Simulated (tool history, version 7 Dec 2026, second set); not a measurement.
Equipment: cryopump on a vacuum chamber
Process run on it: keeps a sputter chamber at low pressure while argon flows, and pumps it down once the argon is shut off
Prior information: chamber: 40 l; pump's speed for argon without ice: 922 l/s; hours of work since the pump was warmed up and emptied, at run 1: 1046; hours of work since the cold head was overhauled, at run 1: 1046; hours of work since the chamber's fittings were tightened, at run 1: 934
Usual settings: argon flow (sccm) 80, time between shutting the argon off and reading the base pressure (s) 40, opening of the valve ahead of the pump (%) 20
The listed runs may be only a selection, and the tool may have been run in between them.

run	hour	argon flow (sccm)	time between shutting the argon off and reading the base pressure (s)	opening of the valve ahead of the pump (%)	hours of work since the pump was warmed up and emptied	hours of work since the cold head was overhauled	hours of work since the chamber's fittings were tightened	pressure while argon flows (Pa)	pressure after the wait (uPa)
1	0	80	40	20	1046	1046	934	0.7852	3.89
2	43.1	80	40	20	1068	1068	956	0.7951	4.05
3	106	80	40	20	1101	1101	988	0.7898	3.93
4	186.5	80	40	20	1142	1142	1030	0.8	4
# hour 204.9: pump warmed up, emptied and cooled again
5	255.6	33	40	20	26	1175	1063	0.3038	3.49
6	308.2	33	40	20	53	1202	1090	0.3037	3.62
7	348.9	80	40	20	74	1223	1110	0.739	3.61
8	415.7	80	40	20	108	1257	1145	0.7349	3.64
9	456	80	40	20	129	1278	1165	0.7425	3.66
10	533.7	80	40	20	169	1317	1205	0.7361	3.7
11	599.2	80	97	20	202	1351	1239	0.7457	2.49
12	664.2	80	51	20	236	1384	1272	0.7405	3.2
13	701.2	80	51	20	255	1403	1291	0.7384	3.32
14	764.1	61	40	20	287	1436	1323	0.5662	3.93
15	826.4	61	40	20	319	1468	1355	0.57	3.86
16	904.4	36	40	31	359	1508	1395	0.2208	3.86
17	947.6	69	40	31	381	1530	1418	0.4184	3.98
18	1009.2	88	25	20	413	1561	1449	0.8265	5.41
19	1066.5	88	25	20	442	1591	1478	0.8277	5.49
20	1136.3	140	40	20	478	1627	1514	1.3134	4.13
21	1202.4	46	23	21	512	1660	1548	0.412	5.67
22	1285.4	41	22	22	554	1703	1591	0.3542	6.13
23	1350	41	22	22	587	1736	1624	0.355	6.12
24	1406.6	41	22	22	616	1765	1653	0.3545	6.3
25	1443.1	41	22	22	635	1784	1672	0.3545	6.31

Branching from run 25: 3 alternative next runs. What would each branch give?
A	1503.3	59	89	22	666	1815	1703	?	?
B	1503.3	80	177	20	666	1815	1703	?	?
C	1503.3	41	200	22	666	1815	1703	?	?

run	pressure while argon flows (Pa)	pressure after the wait (uPa)
A	0.5161	3.11
B	0.765	2.76
C	0.356	2.65
Without the tool's hidden state the same runs would have given:
run	pressure while argon flows (Pa)	pressure after the wait (uPa)
A	0.4944	1.29
B	0.7357	0.86
C	0.341	0.76
